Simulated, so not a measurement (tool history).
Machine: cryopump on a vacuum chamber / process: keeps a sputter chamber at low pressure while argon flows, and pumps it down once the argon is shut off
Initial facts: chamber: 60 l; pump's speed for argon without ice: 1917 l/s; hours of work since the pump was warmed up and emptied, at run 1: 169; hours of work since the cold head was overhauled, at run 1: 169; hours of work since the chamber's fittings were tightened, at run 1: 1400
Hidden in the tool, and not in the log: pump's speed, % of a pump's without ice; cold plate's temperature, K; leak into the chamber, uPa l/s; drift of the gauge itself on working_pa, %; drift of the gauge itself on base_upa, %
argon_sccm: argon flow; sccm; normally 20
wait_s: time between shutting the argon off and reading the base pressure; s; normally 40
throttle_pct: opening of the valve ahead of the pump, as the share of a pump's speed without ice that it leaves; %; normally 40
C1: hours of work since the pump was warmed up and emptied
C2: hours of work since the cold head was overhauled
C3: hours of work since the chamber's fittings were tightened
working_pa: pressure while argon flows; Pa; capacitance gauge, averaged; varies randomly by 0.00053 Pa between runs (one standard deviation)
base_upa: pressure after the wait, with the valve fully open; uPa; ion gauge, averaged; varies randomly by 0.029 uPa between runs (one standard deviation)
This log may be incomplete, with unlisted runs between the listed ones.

{"run": 1, "hour": 0.0, "argon_sccm": 20, "wait_s": 40, "throttle_pct": 40, "C1": 169, "C2": 169, "C3": 1400, "working_pa": 0.0449, "base_upa": 2.98}
{"run": 2, "hour": 14.0, "argon_sccm": 20, "wait_s": 40, "throttle_pct": 40, "C1": 179, "C2": 179, "C3": 1410, "working_pa": 0.0458, "base_upa": 2.84}
{"run": 3, "hour": 26.8, "argon_sccm": 20, "wait_s": 40, "throttle_pct": 40, "C1": 188, "C2": 188, "C3": 1420, "working_pa": 0.0454, "base_upa": 2.93}
{"run": 4, "hour": 41.8, "argon_sccm": 20, "wait_s": 37, "throttle_pct": 40, "C1": 199, "C2": 199, "C3": 1430, "working_pa": 0.0459, "base_upa": 3.0}
{"run": 5, "hour": 53.5, "argon_sccm": 20, "wait_s": 40, "throttle_pct": 40, "C1": 208, "C2": 208, "C3": 1439, "working_pa": 0.0466, "base_upa": 2.91}
{"run": 6, "hour": 71.3, "argon_sccm": 20, "wait_s": 40, "throttle_pct": 40, "C1": 220, "C2": 220, "C3": 1452, "working_pa": 0.0455, "base_upa": 2.98}
{"run": 7, "hour": 87.6, "argon_sccm": 20, "wait_s": 40, "throttle_pct": 40, "C1": 232, "C2": 232, "C3": 1463, "working_pa": 0.0465, "base_upa": 2.94}
{"run": 8, "hour": 104.7, "argon_sccm": 20, "wait_s": 40, "throttle_pct": 40, "C1": 245, "C2": 245, "C3": 1476, "working_pa": 0.046, "base_upa": 3.03}
{"run": 9, "hour": 121.6, "argon_sccm": 20, "wait_s": 40, "throttle_pct": 47, "C1": 257, "C2": 257, "C3": 1488, "working_pa": 0.0399, "base_upa": 3.0}
{"run": 10, "hour": 136.3, "argon_sccm": 20, "wait_s": 40, "throttle_pct": 47, "C1": 267, "C2": 267, "C3": 1499, "working_pa": 0.0388, "base_upa": 3.02}
{"run": 11, "hour": 154.5, "argon_sccm": 26, "wait_s": 40, "throttle_pct": 40, "C1": 280, "C2": 280, "C3": 1512, "working_pa": 0.0593, "base_upa": 3.04}
{"hour": 165.7, "done": "leaking fittings of the chamber tightened, without venting"}
{"run": 12, "hour": 174.3, "argon_sccm": 20, "wait_s": 40, "throttle_pct": 40, "C1": 293, "C2": 293, "C3": 6, "working_pa": 0.0476, "base_upa": 1.44}
{"run": 13, "hour": 192.0, "argon_sccm": 20, "wait_s": 40, "throttle_pct": 40, "C1": 306, "C2": 306, "C3": 19, "working_pa": 0.0461, "base_upa": 1.42}
{"run": 14, "hour": 211.5, "argon_sccm": 8, "wait_s": 114, "throttle_pct": 40, "C1": 320, "C2": 320, "C3": 33, "working_pa": 0.0178, "base_upa": 0.64}
{"run": 15, "hour": 229.9, "argon_sccm": 35, "wait_s": 40, "throttle_pct": 17, "C1": 333, "C2": 333, "C3": 46, "working_pa": 0.188, "base_upa": 1.52}
{"run": 16, "hour": 244.6, "argon_sccm": 18, "wait_s": 286, "throttle_pct": 34, "C1": 344, "C2": 344, "C3": 57, "working_pa": 0.0495, "base_upa": 0.4}
{"run": 17, "hour": 254.8, "argon_sccm": 18, "wait_s": 286, "throttle_pct": 34, "C1": 351, "C2": 351, "C3": 64, "working_pa": 0.0489, "base_upa": 0.46}
{"run": 18, "hour": 264.0, "argon_sccm": 18, "wait_s": 286, "throttle_pct": 34, "C1": 358, "C2": 358, "C3": 71, "working_pa": 0.0488, "base_upa": 0.42}
{"run": 19, "hour": 274.8, "argon_sccm": 24, "wait_s": 120, "throttle_pct": 22, "C1": 366, "C2": 366, "C3": 79, "working_pa": 0.1003, "base_upa": 0.71}
{"run": 20, "hour": 286.5, "argon_sccm": 20, "wait_s": 40, "throttle_pct": 38, "C1": 374, "C2": 374, "C3": 87, "working_pa": 0.0493, "base_upa": 1.52}
{"run": 21, "hour": 300.0, "argon_sccm": 20, "wait_s": 40, "throttle_pct": 38, "C1": 384, "C2": 384, "C3": 97, "working_pa": 0.0492, "base_upa": 1.53}
{"run": 22, "hour": 316.8, "argon_sccm": 20, "wait_s": 42, "throttle_pct": 20, "C1": 396, "C2": 396, "C3": 109, "working_pa": 0.0919, "base_upa": 1.48}
{"run": 23, "hour": 327.0, "argon_sccm": 20, "wait_s": 42, "throttle_pct": 20, "C1": 403, "C2": 403, "C3": 116, "working_pa": 0.0918, "base_upa": 1.48}
{"run": 24, "hour": 345.7, "argon_sccm": 20, "wait_s": 42, "throttle_pct": 20, "C1": 417, "C2": 417, "C3": 130, "working_pa": 0.0923, "base_upa": 1.51}
{"run": 25, "hour": 356.7, "argon_sccm": 20, "wait_s": 42, "throttle_pct": 20, "C1": 425, "C2": 425, "C3": 138, "working_pa": 0.092, "base_upa": 1.5}

Forecast each of these 3 alternatives for the next run:
{"run": "A", "hour": 373.4, "argon_sccm": 20, "wait_s": 27, "throttle_pct": 40, "C1": 437, "C2": 437, "C3": 150, "working_pa": "?", "base_upa": "?"}
{"run": "B", "hour": 373.4, "argon_sccm": 20, "wait_s": 69, "throttle_pct": 20, "C1": 437, "C2": 437, "C3": 150, "working_pa": "?", "base_upa": "?"}
{"run": "C", "hour": 373.4, "argon_sccm": 19, "wait_s": 42, "throttle_pct": 34, "C1": 437, "C2": 437, "C3": 150, "working_pa": "?", "base_upa": "?"}

run=A working_pa=0.0474 base_upa=2.17
run=B working_pa=0.0910 base_upa=1.10
run=C working_pa=0.0535 base_upa=1.57
Stripped of hidden state, with their random variation kept, the same runs would have yielded:
run=A working_pa=0.0436 base_upa=1.96
run=B working_pa=0.0873 base_upa=0.88
run=C working_pa=0.0499 base_upa=1.35

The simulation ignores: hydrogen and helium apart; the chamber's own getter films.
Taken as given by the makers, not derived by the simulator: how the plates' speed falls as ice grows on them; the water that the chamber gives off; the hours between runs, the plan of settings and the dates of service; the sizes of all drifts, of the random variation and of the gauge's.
